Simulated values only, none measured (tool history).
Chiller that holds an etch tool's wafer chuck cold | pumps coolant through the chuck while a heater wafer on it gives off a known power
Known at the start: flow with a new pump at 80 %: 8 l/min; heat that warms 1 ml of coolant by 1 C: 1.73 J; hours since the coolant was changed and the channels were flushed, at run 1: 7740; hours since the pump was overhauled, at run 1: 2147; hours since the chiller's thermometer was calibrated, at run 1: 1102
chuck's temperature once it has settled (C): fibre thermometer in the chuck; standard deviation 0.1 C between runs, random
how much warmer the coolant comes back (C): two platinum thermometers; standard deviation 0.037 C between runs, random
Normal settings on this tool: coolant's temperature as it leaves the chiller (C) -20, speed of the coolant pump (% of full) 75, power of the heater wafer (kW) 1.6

run	hour	coolant's temperature as it leaves the chiller (C)	speed of the coolant pump (% of full)	power of the heater wafer (kW)	hours since the coolant was changed and the channels were flushed	hours since the pump was overhauled	hours since the chiller's thermometer was calibrated	chuck's temperature once it has settled (C)	how much warmer the coolant comes back (C)
1	0	-20	75	1.6	7740	2147	1102	-6	7.48
2	88	-20	75	1.6	7828	2235	1190	-6.1	7.41
3	163.6	-20	75	1.6	7904	2310	1265	-6.1	7.41
4	272.6	-30	75	1.6	8013	2419	1374	-16.1	7.39
5	357.5	-20	62	1.6	8098	2504	1459	-4.1	9.05
6	458.2	-18	75	1.6	8198	2605	1560	-4.1	7.42
7	567	-20	75	1.6	8307	2714	1669	-6	7.34
8	676.1	-20	75	1.6	8416	2823	1778	-6.2	7.39
9	724.5	-20	75	1.6	8465	2871	1826	-6.2	7.39
10	784	-17	75	1.6	8524	2931	1886	-3.1	7.36
11	852.9	-17	75	1.6	8593	3000	1955	-3.2	7.37
12	959.1	-20	75	1.024	8699	3106	2061	-11.3	4.68
13	1034.9	-20	75	1.914	8775	3182	2137	-3.3	8.85
14	1140.6	-20	75	1.914	8881	3288	2242	-3.4	8.82
15	1221.6	-20	75	1.563	8962	3369	2323	-6.5	7.14
16	1306.2	-20	75	1.563	9046	3453	2408	-6.4	7.12
# hour 1390.9: coolant changed, channels flushed
17	1422.1	-20	75	1.563	31	3563	2518	-6.4	7.12
18	1512	-20	75	1.563	121	3653	2608	-6.6	7.12

Expected results for the next run?
19	1623.2	-12	75	1.34	232	3764	2719	?	?

chuck's temperature once it has settled (C): -0.5
how much warmer the coolant comes back (C): 6.02
Had the tool carried no hidden state, the very same run would have given chuck's temperature once it has settled (C) -0.5, how much warmer the coolant comes back (C) 6.14.
